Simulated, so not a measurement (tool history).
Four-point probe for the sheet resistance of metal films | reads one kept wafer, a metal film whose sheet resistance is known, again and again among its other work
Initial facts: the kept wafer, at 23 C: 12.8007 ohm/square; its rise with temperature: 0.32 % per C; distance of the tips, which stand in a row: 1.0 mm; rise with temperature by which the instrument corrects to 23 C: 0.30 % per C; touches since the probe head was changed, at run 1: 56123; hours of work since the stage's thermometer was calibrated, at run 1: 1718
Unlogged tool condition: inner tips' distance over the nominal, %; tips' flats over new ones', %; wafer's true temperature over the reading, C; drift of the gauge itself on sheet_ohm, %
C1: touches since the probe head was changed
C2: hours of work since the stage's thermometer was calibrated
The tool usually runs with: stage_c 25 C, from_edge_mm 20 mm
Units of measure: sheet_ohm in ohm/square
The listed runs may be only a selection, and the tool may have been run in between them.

run 1 hour=0 | stage_c=25 from_edge_mm=20 | C1=56123 C2=1718 | sheet_ohm=12.778385
run 2 hour=56.3 | stage_c=25 from_edge_mm=20 | C1=58609 C2=1753 | sheet_ohm=12.781414
run 3 hour=87.2 | stage_c=25 from_edge_mm=20 | C1=59973 C2=1773 | sheet_ohm=12.783944
run 4 hour=132.8 | stage_c=25 from_edge_mm=4 | C1=61988 C2=1801 | sheet_ohm=13.178303
run 5 hour=169 | stage_c=25 from_edge_mm=4 | C1=63586 C2=1824 | sheet_ohm=13.176693
run 6 hour=194.7 | stage_c=25 from_edge_mm=4 | C1=64721 C2=1840 | sheet_ohm=13.176329
run 7 hour=235.3 | stage_c=25 from_edge_mm=4 | C1=66514 C2=1865 | sheet_ohm=13.175825
run 8 hour=285.4 | stage_c=19 from_edge_mm=4 | C1=68723 C2=1897 | sheet_ohm=13.154177
run 9 hour=318.2 | stage_c=19 from_edge_mm=4 | C1=70174 C2=1917 | sheet_ohm=13.154658
run 10 hour=354.4 | stage_c=25 from_edge_mm=40 | C1=71771 C2=1940 | sheet_ohm=12.759058
run 11 hour=381.9 | stage_c=25 from_edge_mm=20 | C1=72985 C2=1957 | sheet_ohm=12.770918
run 12 hour=416.6 | stage_c=25 from_edge_mm=20 | C1=74516 C2=1979 | sheet_ohm=12.772718
run 13 hour=457.8 | stage_c=25 from_edge_mm=20 | C1=76336 C2=2005 | sheet_ohm=12.770098
run 14 hour=508.4 | stage_c=25 from_edge_mm=20 | C1=78572 C2=2037 | sheet_ohm=12.770834
run 15 hour=543.6 | stage_c=25 from_edge_mm=20 | C1=80125 C2=2059 | sheet_ohm=12.768281
run 16 hour=569.3 | stage_c=25 from_edge_mm=20 | C1=81259 C2=2075 | sheet_ohm=12.769758
run 17 hour=607.3 | stage_c=25 from_edge_mm=20 | C1=82939 C2=2098 | sheet_ohm=12.770738
run 18 hour=641.5 | stage_c=25 from_edge_mm=20 | C1=84446 C2=2120 | sheet_ohm=12.766452
run 19 hour=692.7 | stage_c=25 from_edge_mm=20 | C1=86708 C2=2152 | sheet_ohm=12.768547
run 20 hour=716.6 | stage_c=25 from_edge_mm=29 | C1=87763 C2=2167 | sheet_ohm=12.75272
run 21 hour=766.1 | stage_c=25 from_edge_mm=29 | C1=89952 C2=2198 | sheet_ohm=12.751106
run 22 hour=808.5 | stage_c=25 from_edge_mm=29 | C1=91823 C2=2225 | sheet_ohm=12.75739
run 23 hour=858.2 | stage_c=25 from_edge_mm=29 | C1=94016 C2=2256 | sheet_ohm=12.749803
run 24 hour=898.5 | stage_c=35 from_edge_mm=21 | C1=95795 C2=2281 | sheet_ohm=12.790342
run 25 hour=948.5 | stage_c=34 from_edge_mm=41 | C1=98005 C2=2312 | sheet_ohm=12.77129
run 26 hour=980.7 | stage_c=34 from_edge_mm=41 | C1=99425 C2=2332 | sheet_ohm=12.767361
-- hour=984.2 stage's thermometer calibrated
run 27 hour=1021.8 | stage_c=31 from_edge_mm=7 | C1=101219 C2=24 | sheet_ohm=12.881865
run 28 hour=1062.7 | stage_c=19 from_edge_mm=18 | C1=103025 C2=49 | sheet_ohm=12.730528
run 29 hour=1116.6 | stage_c=19 from_edge_mm=6 | C1=105403 C2=83 | sheet_ohm=12.893038
run 30 hour=1153.7 | stage_c=22 from_edge_mm=57 | C1=107044 C2=106 | sheet_ohm=12.717064
run 31 hour=1177.6 | stage_c=29 from_edge_mm=51 | C1=108096 C2=121 | sheet_ohm=12.736139
run 32 hour=1224.3 | stage_c=30 from_edge_mm=13 | C1=110159 C2=150 | sheet_ohm=12.775159
run 33 hour=1274.5 | stage_c=30 from_edge_mm=13 | C1=112375 C2=182 | sheet_ohm=12.774171
run 34 hour=1303.3 | stage_c=30 from_edge_mm=13 | C1=113648 C2=200 | sheet_ohm=12.775257
run 35 hour=1328.3 | stage_c=32 from_edge_mm=3 | C1=114750 C2=216 | sheet_ohm=13.456749
run 36 hour=1376.1 | stage_c=23 from_edge_mm=30 | C1=116861 C2=245 | sheet_ohm=12.718899
run 37 hour=1403.6 | stage_c=23 from_edge_mm=30 | C1=118076 C2=263 | sheet_ohm=12.721277
run 38 hour=1433.9 | stage_c=23 from_edge_mm=30 | C1=119415 C2=282 | sheet_ohm=12.722661
run 39 hour=1489.6 | stage_c=31 from_edge_mm=31 | C1=121874 C2=317 | sheet_ohm=12.741349
run 40 hour=1523.9 | stage_c=25 from_edge_mm=20 | C1=123388 C2=338 | sheet_ohm=12.730202
run 41 hour=1580.4 | stage_c=25 from_edge_mm=20 | C1=125883 C2=374 | sheet_ohm=12.728946
run 42 hour=1618.9 | stage_c=21 from_edge_mm=11 | C1=127584 C2=398 | sheet_ohm=12.755959
run 43 hour=1660.1 | stage_c=20 from_edge_mm=69 | C1=129400 C2=423 | sheet_ohm=12.698322
run 44 hour=1716.2 | stage_c=20 from_edge_mm=69 | C1=131878 C2=459 | sheet_ohm=12.697298
run 45 hour=1741.8 | stage_c=20 from_edge_mm=69 | C1=133009 C2=475 | sheet_ohm=12.69577

Consider 4 possible next runs. They are alternatives, not a sequence: every one starts from the tool as it was left by run 45. What does each give?
run A hour=1784.5 | stage_c=31 from_edge_mm=26 | C1=134894 C2=501 | sheet_ohm=?
run B hour=1784.5 | stage_c=19 from_edge_mm=17 | C1=134894 C2=501 | sheet_ohm=?
run C hour=1784.5 | stage_c=21 from_edge_mm=69 | C1=134894 C2=501 | sheet_ohm=?
run D hour=1784.5 | stage_c=25 from_edge_mm=13 | C1=134894 C2=501 | sheet_ohm=?

run=A sheet_ohm=12.737186
run=B sheet_ohm=12.710537
run=C sheet_ohm=12.697553
run=D sheet_ohm=12.746157
With no hidden state in the tool, these same runs would have given:
run=A sheet_ohm=12.836032
run=B sheet_ohm=12.809002
run=C sheet_ohm=12.795959
run=D sheet_ohm=12.844971
